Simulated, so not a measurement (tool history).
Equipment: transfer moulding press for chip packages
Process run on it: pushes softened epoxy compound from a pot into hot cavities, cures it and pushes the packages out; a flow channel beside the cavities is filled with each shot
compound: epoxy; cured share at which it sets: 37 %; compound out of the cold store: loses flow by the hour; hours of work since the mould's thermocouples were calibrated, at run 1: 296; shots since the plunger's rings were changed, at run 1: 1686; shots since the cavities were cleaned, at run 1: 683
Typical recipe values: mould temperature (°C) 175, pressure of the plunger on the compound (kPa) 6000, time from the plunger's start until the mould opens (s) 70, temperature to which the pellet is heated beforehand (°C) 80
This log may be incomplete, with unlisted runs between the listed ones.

run,day,mould temperature (°C),pressure of the plunger on the compound (kPa),time from the plunger's start until the mould opens (s),temperature to which the pellet is heated beforehand (°C),hours of work since the mould's thermocouples were calibrated,shots since the plunger's rings were changed,shots since the cavities were cleaned,incoming compound's hours out of the cold store,length that the compound runs in the flow channel (mm),greatest force on the pins that push the packages out (N)
1,0,175,6000,70,80,296,1686,683,16.6,905,378
# day 1.154: cavities cleaned with cleaning compound and waxed
2,1.171,175,6000,70,80,312,2015,4,40.6,839,517
3,2.392,175,4510,70,80,329,2379,368,36.7,729,469
4,3.096,175,6000,70,71,339,2588,577,33.7,853,488
# day 4.512: plunger's sealing rings changed
5,4.512,175,6000,70,71,358,0,967,33.7,881,493
# day 4.754: cavities cleaned with cleaning compound and waxed
# day 5.317: mould's thermocouples calibrated
6,5.671,175,6000,70,71,5,303,249,14.8,914,296
7,6.638,175,6000,70,71,19,590,536,39.9,859,352
8,7.392,175,6000,70,71,29,814,760,43.1,846,373
# day 8.271: cavities cleaned with cleaning compound and waxed
9,8.775,180,6000,70,80,48,1208,150,31.2,858,209
# day 9.033: cavities cleaned with cleaning compound and waxed, once more
10,9.975,176,6000,70,80,64,1546,280,14.1,905,290
11,11.15,176,6000,70,80,81,1896,630,23.3,873,354
12,11.95,169,6000,70,80,92,2134,868,24.9,893,608
# day 12.492: cavities cleaned with cleaning compound and waxed
13,13.192,175,6000,70,80,109,2485,208,26.9,873,288
14,14.046,175,6000,70,74,121,2740,463,8.7,907,362
# day 15.054: plunger's sealing rings changed
15,15.342,180,6000,70,80,138,85,817,30.7,869,292
# day 16.054: cavities cleaned with cleaning compound and waxed
16,16.183,180,6000,70,80,149,317,39,19.1,890,185
17,16.838,180,6000,70,80,158,512,234,28.9,868,230
18,17.6,174,6760,70,82,169,739,461,19.9,964,383
19,18.538,176,6740,95,88,182,1017,739,38.9,900,280
20,19.238,170,6000,74,80,192,1225,947,33.9,877,477
# day 19.508: cavities cleaned with cleaning compound and waxed
21,20.258,175,5120,70,80,205,1511,223,25.1,816,288
22,21.242,175,5120,70,80,219,1804,516,31.9,793,334
23,22.017,174,5800,60,73,230,2034,746,29.7,845,612
24,22.808,170,5030,103,73,242,2270,982,37.1,782,314
# day 22.946: cavities cleaned with cleaning compound and waxed
25,23.821,177,5030,106,73,255,2553,260,12.2,824,220
26,24.792,177,5030,106,73,269,2842,549,36.1,756,259
# day 25.412: plunger's sealing rings changed
27,25.608,175,4660,104,73,279,59,761,44.6,745,284

Predict each of these 5 candidate next runs independently; none follows another, all start after run 27:
A,26.225,180,6000,70,80,288,243,945,41.3,?,?
B,26.225,175,4650,76,71,288,243,945,8.5,?,?
C,26.225,174,6000,70,89,288,243,945,30,?,?
D,26.225,175,4660,101,74,288,243,945,10.9,?,?
E,26.225,175,6000,70,82,288,243,945,8.6,?,?

run,length that the compound runs in the flow channel (mm),greatest force on the pins that push the packages out (N)
A,841,320
B,829,367
C,885,423
D,823,291
E,945,407
Had the tool no hidden state, the same runs would have come out as:
run,length that the compound runs in the flow channel (mm),greatest force on the pins that push the packages out (N)
A,843,162
B,831,182
C,887,210
D,824,148
E,947,195
